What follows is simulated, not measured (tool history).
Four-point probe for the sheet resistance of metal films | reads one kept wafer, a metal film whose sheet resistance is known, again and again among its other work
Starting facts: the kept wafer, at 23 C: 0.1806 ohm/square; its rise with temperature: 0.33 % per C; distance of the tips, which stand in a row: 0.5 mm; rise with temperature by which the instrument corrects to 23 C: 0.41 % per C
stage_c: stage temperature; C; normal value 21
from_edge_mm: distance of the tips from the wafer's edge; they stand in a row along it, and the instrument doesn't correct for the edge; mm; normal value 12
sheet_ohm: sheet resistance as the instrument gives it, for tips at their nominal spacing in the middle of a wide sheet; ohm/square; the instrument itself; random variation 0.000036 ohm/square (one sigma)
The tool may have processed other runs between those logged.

{"run": 1, "hour": 0.0, "stage_c": 21, "from_edge_mm": 12, "sheet_ohm": 0.181209}
{"run": 2, "hour": 13.7, "stage_c": 21, "from_edge_mm": 12, "sheet_ohm": 0.181147}
{"run": 3, "hour": 29.6, "stage_c": 19, "from_edge_mm": 12, "sheet_ohm": 0.181537}
{"run": 4, "hour": 36.6, "stage_c": 19, "from_edge_mm": 12, "sheet_ohm": 0.181548}
{"run": 5, "hour": 52.3, "stage_c": 22, "from_edge_mm": 12, "sheet_ohm": 0.181017}
{"run": 6, "hour": 66.6, "stage_c": 22, "from_edge_mm": 12, "sheet_ohm": 0.180977}
{"run": 7, "hour": 75.9, "stage_c": 21, "from_edge_mm": 41, "sheet_ohm": 0.180949}
{"run": 8, "hour": 89.3, "stage_c": 21, "from_edge_mm": 41, "sheet_ohm": 0.180987}
{"run": 9, "hour": 103.0, "stage_c": 21, "from_edge_mm": 12, "sheet_ohm": 0.181127}
{"run": 10, "hour": 110.3, "stage_c": 21, "from_edge_mm": 12, "sheet_ohm": 0.181147}
{"run": 11, "hour": 125.0, "stage_c": 21, "from_edge_mm": 12, "sheet_ohm": 0.181128}
{"run": 12, "hour": 135.5, "stage_c": 21, "from_edge_mm": 12, "sheet_ohm": 0.181151}
{"run": 13, "hour": 148.2, "stage_c": 21, "from_edge_mm": 12, "sheet_ohm": 0.18109}
{"run": 14, "hour": 163.3, "stage_c": 21, "from_edge_mm": 12, "sheet_ohm": 0.181101}
{"run": 15, "hour": 178.6, "stage_c": 21, "from_edge_mm": 12, "sheet_ohm": 0.181056}
{"run": 16, "hour": 188.4, "stage_c": 21, "from_edge_mm": 4, "sheet_ohm": 0.18252}
{"run": 17, "hour": 199.2, "stage_c": 26, "from_edge_mm": 4, "sheet_ohm": 0.181635}
{"run": 18, "hour": 215.0, "stage_c": 21, "from_edge_mm": 12, "sheet_ohm": 0.181038}
{"run": 19, "hour": 227.6, "stage_c": 21, "from_edge_mm": 4, "sheet_ohm": 0.182392}
{"run": 20, "hour": 242.1, "stage_c": 21, "from_edge_mm": 4, "sheet_ohm": 0.182348}
{"run": 21, "hour": 254.3, "stage_c": 21, "from_edge_mm": 4, "sheet_ohm": 0.182368}
{"run": 22, "hour": 267.9, "stage_c": 21, "from_edge_mm": 4, "sheet_ohm": 0.182365}
{"run": 23, "hour": 275.2, "stage_c": 23, "from_edge_mm": 7, "sheet_ohm": 0.181014}
{"run": 24, "hour": 283.0, "stage_c": 23, "from_edge_mm": 7, "sheet_ohm": 0.181013}
{"run": 25, "hour": 297.9, "stage_c": 23, "from_edge_mm": 7, "sheet_ohm": 0.181007}
{"run": 26, "hour": 311.5, "stage_c": 23, "from_edge_mm": 7, "sheet_ohm": 0.18105}
{"run": 27, "hour": 327.9, "stage_c": 23, "from_edge_mm": 7, "sheet_ohm": 0.181024}
{"run": 28, "hour": 343.9, "stage_c": 23, "from_edge_mm": 7, "sheet_ohm": 0.180969}
{"run": 29, "hour": 357.8, "stage_c": 22, "from_edge_mm": 3, "sheet_ohm": 0.183311}
{"run": 30, "hour": 371.7, "stage_c": 22, "from_edge_mm": 3, "sheet_ohm": 0.183334}
{"run": 31, "hour": 386.1, "stage_c": 26, "from_edge_mm": 37, "sheet_ohm": 0.180048}
{"run": 32, "hour": 394.0, "stage_c": 24, "from_edge_mm": 20, "sheet_ohm": 0.180391}
{"run": 33, "hour": 405.7, "stage_c": 24, "from_edge_mm": 20, "sheet_ohm": 0.180435}
{"run": 34, "hour": 415.1, "stage_c": 31, "from_edge_mm": 38, "sheet_ohm": 0.17925}
{"run": 35, "hour": 426.2, "stage_c": 28, "from_edge_mm": 52, "sheet_ohm": 0.179659}
{"run": 36, "hour": 433.3, "stage_c": 21, "from_edge_mm": 52, "sheet_ohm": 0.18075}
{"run": 37, "hour": 444.6, "stage_c": 21, "from_edge_mm": 52, "sheet_ohm": 0.180768}
{"run": 38, "hour": 458.0, "stage_c": 21, "from_edge_mm": 52, "sheet_ohm": 0.180796}
{"run": 39, "hour": 465.6, "stage_c": 20, "from_edge_mm": 31, "sheet_ohm": 0.180986}
{"run": 40, "hour": 473.0, "stage_c": 35, "from_edge_mm": 7, "sheet_ohm": 0.179234}

Same runs, no hidden state in the tool, same run-to-run variation:
The hidden state here: inner tips' distance over the nominal, %; tips' flats over new ones', %; wafer's true temperature over the reading, C; drift of the gauge itself on sheet_ohm, %.
run=1 sheet_ohm=0.181097
run=2 sheet_ohm=0.181042
run=3 sheet_ohm=0.18144
run=4 sheet_ohm=0.181455
run=5 sheet_ohm=0.180934
run=6 sheet_ohm=0.180903
run=7 sheet_ohm=0.180879
run=8 sheet_ohm=0.180925
run=9 sheet_ohm=0.181074
run=10 sheet_ohm=0.181097
run=11 sheet_ohm=0.181088
run=12 sheet_ohm=0.181116
run=13 sheet_ohm=0.181062
run=14 sheet_ohm=0.181083
run=15 sheet_ohm=0.181046
run=16 sheet_ohm=0.182515
run=17 sheet_ohm=0.181639
run=18 sheet_ohm=0.181049
run=19 sheet_ohm=0.18241
run=20 sheet_ohm=0.182375
run=21 sheet_ohm=0.182403
run=22 sheet_ohm=0.182407
run=23 sheet_ohm=0.18106
run=24 sheet_ohm=0.181064
run=25 sheet_ohm=0.181066
run=26 sheet_ohm=0.181117
run=27 sheet_ohm=0.181101
run=28 sheet_ohm=0.181056
run=29 sheet_ohm=0.183407
run=30 sheet_ohm=0.183437
run=31 sheet_ohm=0.180159
run=32 sheet_ohm=0.180505
run=33 sheet_ohm=0.180556
run=34 sheet_ohm=0.179378
run=35 sheet_ohm=0.179793
run=36 sheet_ohm=0.180886
run=37 sheet_ohm=0.180911
run=38 sheet_ohm=0.180948
run=39 sheet_ohm=0.181141
run=40 sheet_ohm=0.179398
